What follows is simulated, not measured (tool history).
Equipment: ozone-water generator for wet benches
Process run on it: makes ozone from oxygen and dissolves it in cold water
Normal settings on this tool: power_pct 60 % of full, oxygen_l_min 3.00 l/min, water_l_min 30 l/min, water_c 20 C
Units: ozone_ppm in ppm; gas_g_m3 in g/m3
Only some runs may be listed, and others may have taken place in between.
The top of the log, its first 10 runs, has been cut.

run	hour	power_pct	oxygen_l_min	water_l_min	water_c	ozone_ppm	gas_g_m3
11	658.5	60	1.69	30	20	6.30	157.5
12	713.5	60	1.69	30	20	6.27	157.2
13	776.7	60	1.69	30	20	6.33	159.2
14	834.6	60	3.00	30	20	8.22	131.7
15	890.3	60	3.00	30	17	8.67	132.4
16	965.3	60	3.00	41	20	6.22	132.3
17	1033.6	67	1.97	35	13	6.39	161.5
18	1081.2	60	3.00	21	20	11.53	132.1
19	1164.0	41	3.00	20	22	9.06	103.4
20	1221.4	78	2.13	29	14	9.10	175.3
21	1269.9	78	2.13	29	14	9.09	175.3
22	1305.4	78	4.50	29	27	11.14	141.5
23	1344.5	78	4.50	29	27	11.12	139.7
24	1379.9	78	4.50	29	27	11.01	140.4
25	1443.5	78	4.50	29	27	11.18	139.7
26	1527.8	78	4.50	29	27	11.14	139.4
27	1593.1	78	2.79	31	27	8.84	161.5
28	1630.5	78	2.71	31	27	8.58	162.4
29	1671.3	100	2.35	30	20	10.47	202.3
30	1743.4	60	3.00	30	17	8.54	131.6
31	1816.5	62	4.10	30	20	9.70	123.7
32	1883.5	82	2.72	30	16	10.18	168.3

Forecast each of these 3 alternatives for the next run:
# hour 1908.0: contactor cleaned
A	1965.4	67	2.72	30	17	?	?
# hour 1908.0: contactor cleaned
B	1965.4	97	1.59	30	16	?	?
# hour 1908.0: contactor cleaned
C	1965.4	82	2.66	25	16	?	?

run	ozone_ppm	gas_g_m3
A	8.72	147.1
B	8.45	220.4
C	11.89	168.9
Stripped of hidden state, with their random variation kept, the same runs would have yielded:
run	ozone_ppm	gas_g_m3
A	8.73	147.2
B	8.46	220.5
C	11.90	169.0
